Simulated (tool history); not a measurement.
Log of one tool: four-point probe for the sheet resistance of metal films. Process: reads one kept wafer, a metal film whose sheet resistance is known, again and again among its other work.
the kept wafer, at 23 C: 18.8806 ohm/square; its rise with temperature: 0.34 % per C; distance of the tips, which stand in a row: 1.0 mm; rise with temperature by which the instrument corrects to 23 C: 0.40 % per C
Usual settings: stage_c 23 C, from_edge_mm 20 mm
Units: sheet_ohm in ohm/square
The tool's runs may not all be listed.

run     day  stage_c  from_edge_mm  sheet_ohm
  1       0       23            20  18.932293
  2   1.383       23            20  18.931655
  3   3.238       23            20  18.929374
  4   4.542       23            20  18.934555
  5   6.096       23            20  18.936488
  6   7.358       23            20  18.935058
  7   8.533       23            20  18.936485
  8   9.725       23            20  18.936663
  9  10.579       23            53  18.923933
 10  11.629       23            53  18.930785
 11  13.383       23            53  18.920273
 12  14.175       23            53  18.922713
 13  15.617       23            53  18.922109
 14  16.717       23             6  19.211531
 15  17.492       23             6  19.204414
 16    18.7       23             3  19.986533
 17  20.538       23             3  19.995494
 18  22.325       23             3   19.99039
 19   23.95       23             3  19.994836
 20  25.533       23             3  19.997622
 21  26.625       23             3  19.988195
 22  28.012       23             3  19.993419
 23  28.958       23             3  20.004031
 24  30.654       33            71  18.834905
 25  32.383       33             4  19.452936
 26  33.688       26            27  18.918081
 27  34.608       18            31  19.006989
 28  36.375       23            32  18.948436
 29  37.562       23            16  18.989311
 30    38.6       28            35  18.896146
 31  39.854       28            35  18.896872
 32  40.742       19             3  20.063707
 33  41.608       23            20  18.982412
 34  42.812       30             8  19.036959
 35  43.612       19             6  19.274993
 36  44.662       19             5  19.396572
 37  45.762       24             4  19.548089
 38  47.525       23            38  18.953461
     48.546  -- new probe head fitted
 39  48.896       23            38  18.980356
 40  50.554       28            29  18.923453
 41  52.133       33            11   18.95159
 42  53.429       25            48  18.960066
 43  54.333       25            48  18.957783
 44    55.2       25            48  18.959478
 45  57.017       25            48  18.968063

4 ways to go on from here, each from the tool as it stands after run 45. What would each give?
  A  58.8       25            48          ?
  B  58.8       33            15          ?
  C  58.8       23             6          ?
  D  58.8       24             5          ?

run  sheet_ohm
  A  18.966026
  B  18.914865
  C   19.26185
  D  19.376718
Without the tool's hidden state the same runs would have given:
run  sheet_ohm
  A  18.864882
  B  18.813339
  C  19.159452
  D  19.273686
